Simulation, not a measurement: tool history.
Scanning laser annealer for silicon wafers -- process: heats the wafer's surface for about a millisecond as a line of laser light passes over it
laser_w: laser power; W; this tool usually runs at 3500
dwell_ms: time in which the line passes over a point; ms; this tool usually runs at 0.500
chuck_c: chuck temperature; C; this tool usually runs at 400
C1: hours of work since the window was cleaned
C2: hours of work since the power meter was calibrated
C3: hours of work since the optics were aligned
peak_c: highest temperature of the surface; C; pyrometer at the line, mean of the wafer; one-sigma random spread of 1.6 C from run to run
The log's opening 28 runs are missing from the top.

{"run": 29, "hour": 415.9, "laser_w": 2986, "dwell_ms": 0.411, "chuck_c": 400, "C1": 135, "C2": 709, "C3": 10, "peak_c": 975}
{"run": 30, "hour": 435.8, "laser_w": 3500, "dwell_ms": 0.5, "chuck_c": 416, "C1": 151, "C2": 725, "C3": 26, "peak_c": 1195}
{"run": 31, "hour": 446.1, "laser_w": 3035, "dwell_ms": 0.5, "chuck_c": 417, "C1": 159, "C2": 734, "C3": 34, "peak_c": 1060}
{"run": 32, "hour": 455.3, "laser_w": 3035, "dwell_ms": 0.5, "chuck_c": 417, "C1": 167, "C2": 741, "C3": 42, "peak_c": 1056}
{"run": 33, "hour": 464.1, "laser_w": 3035, "dwell_ms": 0.5, "chuck_c": 417, "C1": 174, "C2": 748, "C3": 49, "peak_c": 1059}
{"run": 34, "hour": 481.7, "laser_w": 3035, "dwell_ms": 0.5, "chuck_c": 417, "C1": 188, "C2": 762, "C3": 63, "peak_c": 1058}
{"run": 35, "hour": 494.6, "laser_w": 3242, "dwell_ms": 0.431, "chuck_c": 400, "C1": 198, "C2": 772, "C3": 73, "peak_c": 1055}
{"run": 36, "hour": 506.3, "laser_w": 3500, "dwell_ms": 0.407, "chuck_c": 400, "C1": 207, "C2": 782, "C3": 82, "peak_c": 1104}
{"run": 37, "hour": 525.1, "laser_w": 3353, "dwell_ms": 0.404, "chuck_c": 400, "C1": 223, "C2": 797, "C3": 97, "peak_c": 1065}
{"run": 38, "hour": 543.4, "laser_w": 3109, "dwell_ms": 0.461, "chuck_c": 373, "C1": 237, "C2": 811, "C3": 112, "peak_c": 1007}
{"run": 39, "hour": 552.9, "laser_w": 3737, "dwell_ms": 0.588, "chuck_c": 400, "C1": 245, "C2": 819, "C3": 120, "peak_c": 1307}
{"run": 40, "hour": 563.8, "laser_w": 3737, "dwell_ms": 0.56, "chuck_c": 400, "C1": 253, "C2": 828, "C3": 128, "peak_c": 1286}
{"run": 41, "hour": 577.5, "laser_w": 3170, "dwell_ms": 0.5, "chuck_c": 400, "C1": 264, "C2": 839, "C3": 139, "peak_c": 1075}

Each row is a separate what-if for the run after 41, all from the same tool condition, not one after another. Results?
{"run": "A", "hour": 592.8, "laser_w": 3500, "dwell_ms": 0.478, "chuck_c": 400, "C1": 277, "C2": 851, "C3": 151, "peak_c": "?"}
{"run": "B", "hour": 592.8, "laser_w": 3670, "dwell_ms": 0.584, "chuck_c": 363, "C1": 277, "C2": 851, "C3": 151, "peak_c": "?"}
{"run": "C", "hour": 592.8, "laser_w": 3500, "dwell_ms": 0.504, "chuck_c": 400, "C1": 277, "C2": 851, "C3": 151, "peak_c": "?"}
{"run": "D", "hour": 592.8, "laser_w": 3121, "dwell_ms": 0.404, "chuck_c": 430, "C1": 277, "C2": 851, "C3": 151, "peak_c": "?"}

run=A peak_c=1157
run=B peak_c=1240
run=C peak_c=1173
run=D peak_c=1031
Take away the tool's hidden state, keep each run's random variation, and the runs would have read:
run=A peak_c=1171
run=B peak_c=1256
run=C peak_c=1187
run=D peak_c=1042
